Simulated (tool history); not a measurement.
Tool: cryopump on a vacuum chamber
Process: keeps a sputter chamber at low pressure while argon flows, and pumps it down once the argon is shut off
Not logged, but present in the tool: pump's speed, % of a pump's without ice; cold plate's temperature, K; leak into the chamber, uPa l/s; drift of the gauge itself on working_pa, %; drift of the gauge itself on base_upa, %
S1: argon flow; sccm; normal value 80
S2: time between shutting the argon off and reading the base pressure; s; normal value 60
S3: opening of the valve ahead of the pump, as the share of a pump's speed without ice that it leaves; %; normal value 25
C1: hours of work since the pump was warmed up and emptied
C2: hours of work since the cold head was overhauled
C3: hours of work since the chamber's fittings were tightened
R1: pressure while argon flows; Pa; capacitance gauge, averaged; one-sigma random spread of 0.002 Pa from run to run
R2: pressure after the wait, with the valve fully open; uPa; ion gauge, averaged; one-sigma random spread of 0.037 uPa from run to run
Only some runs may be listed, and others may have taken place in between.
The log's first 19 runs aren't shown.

{"run": 20, "hour": 1023.8, "S1": 32, "S2": 27, "S3": 25, "C1": 225, "C2": 2093, "C3": 549, "R1": 0.2066, "R2": 4.95}
{"run": 21, "hour": 1096.5, "S1": 32, "S2": 27, "S3": 25, "C1": 268, "C2": 2135, "C3": 592, "R1": 0.2091, "R2": 4.96}
{"run": 22, "hour": 1154.9, "S1": 32, "S2": 27, "S3": 25, "C1": 303, "C2": 2170, "C3": 627, "R1": 0.2136, "R2": 5.1}
{"run": 23, "hour": 1225.4, "S1": 32, "S2": 60, "S3": 16, "C1": 344, "C2": 2211, "C3": 668, "R1": 0.3263, "R2": 3.04}
{"hour": 1258.0, "done": "pump warmed up, emptied and cooled again"}
{"run": 24, "hour": 1299.5, "S1": 53, "S2": 64, "S3": 59, "C1": 24, "C2": 2252, "C3": 709, "R1": 0.1383, "R2": 2.6}
{"run": 25, "hour": 1372.5, "S1": 89, "S2": 30, "S3": 53, "C1": 67, "C2": 2295, "C3": 752, "R1": 0.2635, "R2": 4.49}
{"run": 26, "hour": 1439.1, "S1": 89, "S2": 30, "S3": 53, "C1": 107, "C2": 2334, "C3": 791, "R1": 0.2713, "R2": 4.54}
{"run": 27, "hour": 1485.4, "S1": 80, "S2": 25, "S3": 21, "C1": 134, "C2": 2361, "C3": 818, "R1": 0.5926, "R2": 5.28}
{"run": 28, "hour": 1537.0, "S1": 80, "S2": 31, "S3": 25, "C1": 164, "C2": 2392, "C3": 848, "R1": 0.5069, "R2": 4.55}
{"run": 29, "hour": 1606.1, "S1": 38, "S2": 293, "S3": 30, "C1": 205, "C2": 2432, "C3": 889, "R1": 0.2058, "R2": 1.59}
{"run": 30, "hour": 1651.1, "S1": 94, "S2": 24, "S3": 22, "C1": 231, "C2": 2459, "C3": 915, "R1": 0.6884, "R2": 5.65}
{"run": 31, "hour": 1695.3, "S1": 94, "S2": 24, "S3": 22, "C1": 257, "C2": 2485, "C3": 941, "R1": 0.6942, "R2": 5.71}
{"run": 32, "hour": 1755.8, "S1": 124, "S2": 60, "S3": 48, "C1": 293, "C2": 2520, "C3": 977, "R1": 0.4659, "R2": 3.2}
{"run": 33, "hour": 1787.5, "S1": 124, "S2": 60, "S3": 48, "C1": 311, "C2": 2539, "C3": 996, "R1": 0.4701, "R2": 3.3}

Each row is a separate what-if for the run after 33, all from the same tool condition, not one after another. Results?
{"run": "A", "hour": 1833.7, "S1": 124, "S2": 79, "S3": 25, "C1": 339, "C2": 2566, "C3": 1023, "R1": "?", "R2": "?"}
{"run": "B", "hour": 1833.7, "S1": 80, "S2": 199, "S3": 48, "C1": 339, "C2": 2566, "C3": 1023, "R1": "?", "R2": "?"}
{"run": "C", "hour": 1833.7, "S1": 94, "S2": 61, "S3": 24, "C1": 339, "C2": 2566, "C3": 1023, "R1": "?", "R2": "?"}
{"run": "D", "hour": 1833.7, "S1": 124, "S2": 99, "S3": 40, "C1": 339, "C2": 2566, "C3": 1023, "R1": "?", "R2": "?"}

run=A R1=0.8422 R2=2.93
run=B R1=0.3104 R2=2.11
run=C R1=0.6584 R2=3.36
run=D R1=0.5569 R2=2.7
With no hidden state in the tool, these same runs would have given:
run=A R1=0.7486 R2=1.61
run=B R1=0.2503 R2=0.8
run=C R1=0.588 R2=2.03
run=D R1=0.4641 R2=1.37

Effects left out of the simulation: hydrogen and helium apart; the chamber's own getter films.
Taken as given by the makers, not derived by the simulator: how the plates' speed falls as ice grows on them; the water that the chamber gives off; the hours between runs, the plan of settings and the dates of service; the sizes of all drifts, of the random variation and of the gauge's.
